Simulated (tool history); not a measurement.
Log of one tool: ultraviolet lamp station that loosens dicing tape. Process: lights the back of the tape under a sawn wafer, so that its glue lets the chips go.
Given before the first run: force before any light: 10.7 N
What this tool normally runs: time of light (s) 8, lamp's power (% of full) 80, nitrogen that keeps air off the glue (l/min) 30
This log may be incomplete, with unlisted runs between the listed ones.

run	hour	time of light (s)	lamp's power (% of full)	nitrogen that keeps air off the glue (l/min)	force that peels the tape off (N)	light that reached the tape (J/m2)
1	0.0	8	80	30	0.500	2800
2	49.9	8	80	30	0.498	2740
3	102.8	8	67	30	0.723	2260
4	153.3	8	80	30	0.529	2710
5	210.6	8	80	30	0.516	2640
# hour 222.0: window cleaned of glue's vapour
6	273.6	8	80	13	0.962	2520
7	303.6	8	80	13	1.008	2520
8	333.2	8	80	13	0.963	2510
9	394.2	8	80	13	0.949	2520
10	457.7	5	80	30	1.542	1570
11	510.9	5	80	30	1.599	1490
# hour 558.8: window cleaned of glue's vapour, once more
12	573.5	8	80	30	0.481	2700
13	606.9	8	80	30	0.536	2700
14	662.7	8	80	19	0.680	2650
15	727.0	11	80	30	0.317	3710
16	781.6	11	80	30	0.317	3650
17	814.0	11	80	30	0.303	3540
18	864.3	4	80	30	1.982	1280
19	893.3	4	80	30	2.112	1300
20	929.1	8	80	30	0.548	2520
21	971.8	8	61	30	0.976	1890
22	1014.6	8	61	30	1.023	1910
23	1055.7	10	66	30	0.550	2600
24	1093.3	10	66	30	0.569	2540
25	1152.7	7	95	25	0.613	2530
26	1211.3	10	76	25	0.485	2850
27	1254.0	4	76	25	2.536	1130
28	1303.0	13	69	17	0.452	3360
29	1354.5	13	69	22	0.413	3280
30	1421.2	11	84	30	0.351	3360
31	1471.3	8	74	44	0.688	2140
32	1524.7	6	86	29	1.136	1890
33	1582.9	6	86	29	1.136	1820
34	1632.7	16	62	28	0.343	3530
35	1675.4	6	80	30	1.312	1640
36	1720.7	6	80	30	1.332	1610
37	1768.7	10	79	34	0.498	2700
38	1812.1	10	79	34	0.484	2700
39	1847.6	13	79	34	0.328	3480
40	1897.3	13	60	10	1.079	2600
41	1961.0	8	70	30	1.121	1850
# hour 1992.3: window cleaned of glue's vapour
42	2024.7	8	70	30	0.988	1920

Below are 3 alternative next runs, each starting from the tool's condition after run 42. Predict each:
A	2064.9	8	70	44	?	?
B	2064.9	12	71	29	?	?
C	2064.9	8	98	10	?	?

run	force that peels the tape off (N)	light that reached the tape (J/m2)
A	0.810	1930
B	0.441	2930
C	1.008	2770
Stripped of hidden state, with their random variation kept, the same runs would have yielded:
run	force that peels the tape off (N)	light that reached the tape (J/m2)
A	0.368	2910
B	0.270	4450
C	0.446	4180
